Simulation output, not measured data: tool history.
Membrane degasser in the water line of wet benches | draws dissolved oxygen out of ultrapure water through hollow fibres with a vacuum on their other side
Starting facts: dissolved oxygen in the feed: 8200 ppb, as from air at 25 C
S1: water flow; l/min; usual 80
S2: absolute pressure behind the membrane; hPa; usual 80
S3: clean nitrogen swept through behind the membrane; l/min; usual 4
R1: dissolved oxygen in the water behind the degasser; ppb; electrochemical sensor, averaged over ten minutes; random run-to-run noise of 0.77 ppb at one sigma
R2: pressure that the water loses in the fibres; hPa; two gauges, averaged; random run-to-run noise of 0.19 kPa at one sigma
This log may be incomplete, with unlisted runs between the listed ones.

run     day   S1     S2    S3     R1     R2
  1       0   80     80     4  211.4  415.1
  2   3.738   80     80     4  211.7  417.4
  3   7.446   80  100.2     4  297.1    418
  4      11   79     80     4  210.6    415
  5  13.492   79     80     4  210.3    414
  6  17.504   80     80  6.91  131.8  423.2
  7  20.012   80     80     4  212.7  418.6
  8  23.733   80     80     4  211.6    420
  9  26.471   80     80     4  214.1  419.1
 10  29.654   80     80     4  213.3  415.6
 11  32.067   58     80     4    159    305
 12  36.854   80     80     4  214.7  422.6
 13  40.229   80     80     4  213.9  424.8
 14  43.092   80     80     4  214.1  421.3
 15  46.175   80     80     4  213.5  422.1
 16  48.467   80     80     4  214.4  422.8
 17  52.388  125   91.1  1.94  667.3  654.6
 18  55.283  125   91.1  1.94    673  661.2
 19  59.483  120   85.5  1.67  648.6  634.6
 20  64.371  120  120.6  2.83  715.7  632.4
 21  67.229   80   64.5     4  147.5  425.1
 22  72.229   80   57.1  3.65  125.7  419.6
 23   74.55   80   57.1  3.65  126.4  423.5
 24  77.646   80  181.5  4.52    567  419.6
 25  81.988   77  181.5  2.28  950.8  408.4
 26  84.171   83  133.3     4  453.3  436.9
 27  88.983   83  133.3     4  449.6  438.8
 28  93.671   95  133.3  4.07  499.5    503
 29  96.725   95  133.3  4.07  501.9  500.8
 30   99.15  110  153.5  3.87  700.8  585.5

Run 31 is up next; what results do you expect?
 31  103.354  121  109.2  7.14   ?   ?

For run 31 the tool returned R1 313.4 ppb, R2 638.6 hPa.
On a tool with no hidden condition, and with the same random variation, this run would have come out at R1 307 ppb, R2 625.8 hPa.

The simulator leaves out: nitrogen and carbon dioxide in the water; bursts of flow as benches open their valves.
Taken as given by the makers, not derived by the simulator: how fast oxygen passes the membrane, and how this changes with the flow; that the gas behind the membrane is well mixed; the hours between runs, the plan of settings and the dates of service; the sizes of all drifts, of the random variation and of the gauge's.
